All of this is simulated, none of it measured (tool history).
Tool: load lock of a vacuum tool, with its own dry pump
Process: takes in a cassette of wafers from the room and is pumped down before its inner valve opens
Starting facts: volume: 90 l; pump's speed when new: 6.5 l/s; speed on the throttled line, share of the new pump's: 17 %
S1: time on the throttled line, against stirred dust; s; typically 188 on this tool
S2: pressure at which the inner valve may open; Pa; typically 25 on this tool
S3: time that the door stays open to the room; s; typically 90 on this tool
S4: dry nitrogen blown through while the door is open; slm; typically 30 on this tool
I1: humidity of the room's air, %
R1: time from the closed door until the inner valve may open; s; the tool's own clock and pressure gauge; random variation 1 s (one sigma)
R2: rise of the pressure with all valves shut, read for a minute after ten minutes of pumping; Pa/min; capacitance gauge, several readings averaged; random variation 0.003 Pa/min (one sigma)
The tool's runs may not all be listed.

| run | hour | S1 | S2 | S3 | S4 | I1 | R1 | R2 |
|---|---|---|---|---|---|---|---|---|
| 1 | 0.0 | 188 | 25 | 90 | 30 | 45.2 | 271.1 | 0.120 |
| 2 | 320.7 | 188 | 25 | 90 | 30 | 45.7 | 271.7 | 0.136 |
| 3 | 485.8 | 188 | 25 | 90 | 30 | 43.4 | 272.9 | 0.138 |
| 4 | 757.8 | 188 | 25 | 90 | 30 | 44.2 | 272.1 | 0.151 |
| 5 | 1019.0 | 188 | 25 | 90 | 30 | 48.5 | 272.9 | 0.170 |
| 6 | 1193.6 | 188 | 25 | 90 | 30 | 43.8 | 273.1 | 0.172 |
| 7 | 1424.2 | 200 | 36 | 137 | 7 | 47.1 | 277.3 | 0.222 |
| 8 | 1705.5 | 200 | 36 | 137 | 7 | 50.7 | 276.1 | 0.249 |
| 9 | 1931.2 | 200 | 36 | 137 | 7 | 46.0 | 277.7 | 0.256 |
| 10 | 2291.2 | 326 | 25 | 90 | 30 | 48.1 | 392.1 | 0.251 |

Measured less the same run without the tool's hidden state. The same run-to-run variation is in both; the gauge's scatter may not be:
The tool's hidden condition here consists of: pump's speed, % of a new pump's; leak at the door's seal, Pa l/s; drift of the gauge itself on ready_s, %; drift of the gauge itself on rise_pa_min, %.
| run | R1 | R2 |
|---|---|---|
| 1 | +0.1 | +0.086 |
| 2 | +0.3 | +0.100 |
| 3 | +0.5 | +0.108 |
| 4 | +0.6 | +0.119 |
| 5 | +0.8 | +0.129 |
| 6 | +0.9 | +0.140 |
| 7 | +1.0 | +0.152 |
| 8 | +1.1 | +0.171 |
| 9 | +1.3 | +0.186 |
| 10 | +1.2 | +0.209 |

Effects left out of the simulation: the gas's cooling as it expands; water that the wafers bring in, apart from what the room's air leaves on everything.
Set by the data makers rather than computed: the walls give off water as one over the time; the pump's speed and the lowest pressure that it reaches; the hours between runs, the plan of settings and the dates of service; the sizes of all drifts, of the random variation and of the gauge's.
